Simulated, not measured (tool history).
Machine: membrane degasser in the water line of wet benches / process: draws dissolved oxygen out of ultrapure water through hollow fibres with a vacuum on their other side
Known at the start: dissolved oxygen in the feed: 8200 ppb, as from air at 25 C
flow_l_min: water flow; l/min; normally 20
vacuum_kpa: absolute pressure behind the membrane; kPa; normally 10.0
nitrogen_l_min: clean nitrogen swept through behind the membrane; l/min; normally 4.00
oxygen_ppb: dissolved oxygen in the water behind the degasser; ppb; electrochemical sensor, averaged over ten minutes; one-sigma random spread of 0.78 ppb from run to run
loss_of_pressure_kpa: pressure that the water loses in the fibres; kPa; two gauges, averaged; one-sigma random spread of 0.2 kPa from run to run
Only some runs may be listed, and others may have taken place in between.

run,hour,flow_l_min,vacuum_kpa,nitrogen_l_min,oxygen_ppb,loss_of_pressure_kpa
1,0.0,20,10.0,4.00,85.1,43.31
2,67.6,20,10.0,4.00,85.0,43.18
3,127.0,20,17.2,4.00,172.7,43.13
4,194.0,31,10.0,4.00,135.8,66.78
5,248.3,31,10.0,6.08,94.6,66.98
# hour 276.8: vacuum gauge calibrated
6,300.9,31,10.0,6.08,93.6,66.54
7,333.5,31,10.0,6.08,92.4,66.93
8,396.5,20,10.0,4.00,84.4,42.99
9,434.0,20,10.0,4.00,84.3,42.97
10,468.9,20,10.0,4.00,84.3,43.34
11,514.7,20,10.0,4.00,85.2,42.76
12,566.8,15,10.3,3.32,79.6,32.18
13,596.5,20,15.9,3.55,175.0,43.18
14,651.5,31,6.8,4.56,68.3,67.02
15,686.9,29,7.0,7.74,42.2,62.73
16,715.2,24,20.5,4.00,246.9,51.67
17,756.3,20,23.0,2.00,451.6,43.67
18,819.1,20,23.0,2.00,450.5,42.97
19,847.0,15,14.6,4.82,87.6,32.48
20,875.8,14,14.6,4.82,83.2,30.23
21,919.2,14,14.6,4.82,81.6,30.10
22,967.5,14,14.6,4.82,83.8,30.08

Branching from run 22: 5 alternative next runs. What would each branch give?
A,1027.9,20,24.5,6.09,?,?
B,1027.9,20,8.9,4.00,?,?
C,1027.9,26,14.6,4.82,?,?
D,1027.9,29,11.8,8.30,?,?
E,1027.9,19,7.0,2.09,?,?

run,oxygen_ppb,loss_of_pressure_kpa
A,174.1,43.49
B,72.3,43.22
C,155.1,56.10
D,81.2,62.62
E,85.2,41.01
With the hidden condition removed and each run's random variation left untouched, the same runs would have given:
run,oxygen_ppb,loss_of_pressure_kpa
A,172.8,42.62
B,71.3,42.35
C,153.6,54.97
D,79.8,61.36
E,84.1,40.19
